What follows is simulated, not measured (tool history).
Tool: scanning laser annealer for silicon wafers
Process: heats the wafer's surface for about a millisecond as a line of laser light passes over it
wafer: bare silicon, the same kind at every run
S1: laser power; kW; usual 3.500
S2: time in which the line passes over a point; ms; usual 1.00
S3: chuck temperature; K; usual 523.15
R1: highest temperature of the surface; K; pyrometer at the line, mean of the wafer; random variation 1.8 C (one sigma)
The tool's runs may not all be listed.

run   hour     S1    S2      S3       R1
  1    0.0  3.500  1.00  523.15  1278.15
  2   23.6  3.373  1.00  523.15  1247.15
  3   56.6  3.373  1.00  523.15  1249.15
  4   74.7  3.373  1.00  561.15  1286.15
  5   98.4  3.373  1.00  561.15  1284.15
     102.7  -- window over the wafer cleaned
  6  126.9  3.373  1.00  561.15  1282.15
  7  160.5  3.054  0.73  491.15  1052.15
     186.5  -- window over the wafer cleaned, once more
  8  188.7  3.227  1.00  519.15  1221.15
  9  219.0  3.227  1.00  519.15  1216.15
 10  243.0  3.527  1.25  562.15  1415.15
 11  259.2  3.527  1.25  562.15  1417.15
 12  292.0  3.500  1.14  523.15  1333.15

3 ways to go on from here, each from the tool as it stands after run 12. What would each give?
  A  310.1  3.500  1.18  528.15   ?
  B  310.1  3.302  1.19  561.15   ?
  C  310.1  3.500  1.00  523.15   ?

run       R1
  A  1352.15
  B  1339.15
  C  1284.15
Without the tool's hidden state the same runs would have given:
run       R1
  A  1371.15
  B  1357.15
  C  1302.15

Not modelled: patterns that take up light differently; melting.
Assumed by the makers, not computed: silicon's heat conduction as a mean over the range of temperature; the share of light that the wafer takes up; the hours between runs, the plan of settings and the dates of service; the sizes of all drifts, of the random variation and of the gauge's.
